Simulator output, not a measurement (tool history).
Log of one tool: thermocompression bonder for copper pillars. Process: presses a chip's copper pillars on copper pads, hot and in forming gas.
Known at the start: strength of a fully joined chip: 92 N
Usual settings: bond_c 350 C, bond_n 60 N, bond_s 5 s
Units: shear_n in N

run   hour  bond_c  bond_n  bond_s  shear_n
  1      0     350      60       5     38.1
  2   39.2     350      60       5     38.1
  3   60.3     350      60       5     38.1
  4   96.9     350      60       5     37.9
  5  127.3     350      60       5     38.1
  6    150     350      60       6     40.7
  7  189.6     350      60       6     39.8
  8  223.8     333      60       5     30.3
  9  257.2     350      60       4     33.9
 10  297.4     350      60       4     33.5
 11  315.6     350      60       5     36.8
     346.8  -- forming gas filter changed
 12  351.2     350      43       5     32.2
 13  385.7     350      43       5     31.9
 14  421.9     321      43       5     22.4
 15  461.7     350      60       8       46
 16  498.9     342      78       8     48.9
 17  528.8     369      83      15     71.4
 18  562.1     349      61       4       36
 19  594.8     348      74      15     59.4
 20  631.6     348      74      15     59.4
 21  663.6     348      42       8     36.1
 22  687.7     327      36       8     25.5
 23  705.9     327      36       8     25.3
     724.3  -- forming gas filter changed
 24  731.2     346      36      11       39
 25  764.5     337      45      10     38.9
 26  794.3     332      62       9       42
 27  818.6     332      62       9     41.8
 28  856.9     332      62       4     30.9

3 ways to go on from here, each from the tool as it stands after run 28. What would each give?
  A  876.4     353      60      14        ?
  B  876.4     325      45       4        ?
  C  876.4     377      60       8        ?

run  shear_n
  A     56.8
  B       23
  C     58.1
Without the tool's hidden state the same runs would have given:
run  shear_n
  A     55.1
  B     21.4
  C     56.5
